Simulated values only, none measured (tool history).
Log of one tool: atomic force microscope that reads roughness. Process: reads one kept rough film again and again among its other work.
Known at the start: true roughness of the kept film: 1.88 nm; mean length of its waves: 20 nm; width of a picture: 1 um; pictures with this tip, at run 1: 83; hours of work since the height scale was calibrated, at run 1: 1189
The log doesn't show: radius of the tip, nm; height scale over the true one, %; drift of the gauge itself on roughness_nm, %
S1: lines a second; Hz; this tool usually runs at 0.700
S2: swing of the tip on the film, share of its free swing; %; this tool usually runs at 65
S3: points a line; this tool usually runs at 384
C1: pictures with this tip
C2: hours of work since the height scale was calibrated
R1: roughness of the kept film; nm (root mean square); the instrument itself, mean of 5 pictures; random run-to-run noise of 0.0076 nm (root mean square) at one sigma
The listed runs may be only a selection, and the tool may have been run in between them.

run 1 hour=0.0 | S1=0.700 S2=65 S3=384 | C1=83 C2=1189 | R1=1.608
run 2 hour=42.1 | S1=0.700 S2=62 S3=384 | C1=142 C2=1209 | R1=1.609
-- hour=70.2 new tip fitted
run 3 hour=94.8 | S1=0.700 S2=62 S3=384 | C1=35 C2=1234 | R1=1.619
run 4 hour=165.6 | S1=0.700 S2=69 S3=384 | C1=136 C2=1268 | R1=1.616
-- hour=196.5 new tip fitted
run 5 hour=216.2 | S1=0.700 S2=69 S3=384 | C1=28 C2=1292 | R1=1.616
run 6 hour=258.5 | S1=0.700 S2=65 S3=616 | C1=87 C2=1313 | R1=1.633
-- hour=323.6 new tip fitted
run 7 hour=324.6 | S1=0.700 S2=65 S3=616 | C1=1 C2=1344 | R1=1.628
run 8 hour=357.9 | S1=0.700 S2=65 S3=616 | C1=48 C2=1360 | R1=1.627
run 9 hour=432.8 | S1=1.321 S2=65 S3=384 | C1=155 C2=1397 | R1=1.592
-- hour=447.9 new tip fitted
run 10 hour=469.4 | S1=1.321 S2=65 S3=384 | C1=31 C2=1414 | R1=1.588
run 11 hour=538.1 | S1=0.700 S2=83 S3=384 | C1=128 C2=1447 | R1=1.570
-- hour=573.2 new tip fitted
run 12 hour=614.5 | S1=0.700 S2=83 S3=384 | C1=59 C2=1484 | R1=1.580
run 13 hour=646.8 | S1=0.700 S2=83 S3=384 | C1=104 C2=1499 | R1=1.567
run 14 hour=695.8 | S1=0.700 S2=83 S3=384 | C1=174 C2=1523 | R1=1.577
-- hour=701.5 new tip fitted
run 15 hour=772.0 | S1=0.700 S2=83 S3=384 | C1=100 C2=1559 | R1=1.578
-- hour=826.9 new tip fitted
run 16 hour=828.2 | S1=0.700 S2=83 S3=384 | C1=2 C2=1586 | R1=1.578
run 17 hour=903.6 | S1=0.700 S2=83 S3=384 | C1=109 C2=1622 | R1=1.565
run 18 hour=939.4 | S1=0.700 S2=83 S3=760 | C1=159 C2=1640 | R1=1.602
-- hour=951.1 new tip fitted
run 19 hour=1014.3 | S1=0.700 S2=65 S3=356 | C1=90 C2=1675 | R1=1.603
run 20 hour=1047.1 | S1=0.700 S2=65 S3=356 | C1=136 C2=1691 | R1=1.615
-- hour=1078.0 new tip fitted
run 21 hour=1124.9 | S1=0.700 S2=85 S3=420 | C1=67 C2=1729 | R1=1.593
-- hour=1201.6 new tip fitted
run 22 hour=1201.6 | S1=0.700 S2=85 S3=707 | C1=0 C2=1765 | R1=1.591
run 23 hour=1275.5 | S1=3.242 S2=65 S3=384 | C1=104 C2=1801 | R1=1.538
-- hour=1328.5 new tip fitted
run 24 hour=1343.2 | S1=2.069 S2=62 S3=384 | C1=20 C2=1833 | R1=1.580
run 25 hour=1379.2 | S1=0.700 S2=81 S3=384 | C1=71 C2=1851 | R1=1.568
run 26 hour=1421.2 | S1=2.911 S2=58 S3=904 | C1=131 C2=1871 | R1=1.594
-- hour=1457.0 new tip fitted
run 27 hour=1479.6 | S1=0.521 S2=66 S3=904 | C1=32 C2=1899 | R1=1.638
run 28 hour=1527.5 | S1=0.521 S2=66 S3=904 | C1=100 C2=1922 | R1=1.637
-- hour=1582.3 new tip fitted
run 29 hour=1596.0 | S1=2.215 S2=57 S3=852 | C1=19 C2=1955 | R1=1.614
run 30 hour=1639.4 | S1=0.700 S2=65 S3=313 | C1=80 C2=1975 | R1=1.598
-- hour=1709.2 new tip fitted
run 31 hour=1709.2 | S1=0.700 S2=89 S3=384 | C1=0 C2=2009 | R1=1.571
run 32 hour=1743.9 | S1=1.001 S2=64 S3=571 | C1=49 C2=2026 | R1=1.620
run 33 hour=1779.3 | S1=1.001 S2=64 S3=571 | C1=99 C2=2043 | R1=1.613

Alternative continuations, all from the tool just after run 33; predict every row:
run A hour=1821.7 | S1=1.001 S2=57 S3=758 | C1=159 C2=2063 | R1=?
run B hour=1821.7 | S1=1.962 S2=58 S3=717 | C1=159 C2=2063 | R1=?
run C hour=1821.7 | S1=0.861 S2=73 S3=706 | C1=159 C2=2063 | R1=?
run D hour=1821.7 | S1=1.969 S2=55 S3=791 | C1=159 C2=2063 | R1=?
run E hour=1821.7 | S1=1.001 S2=64 S3=290 | C1=159 C2=2063 | R1=?

run=A R1=1.633
run=B R1=1.616
run=C R1=1.610
run=D R1=1.627
run=E R1=1.574
Stripped of hidden state, with their random variation kept, the same runs would have yielded:
run=A R1=1.638
run=B R1=1.620
run=C R1=1.615
run=D R1=1.632
run=E R1=1.578
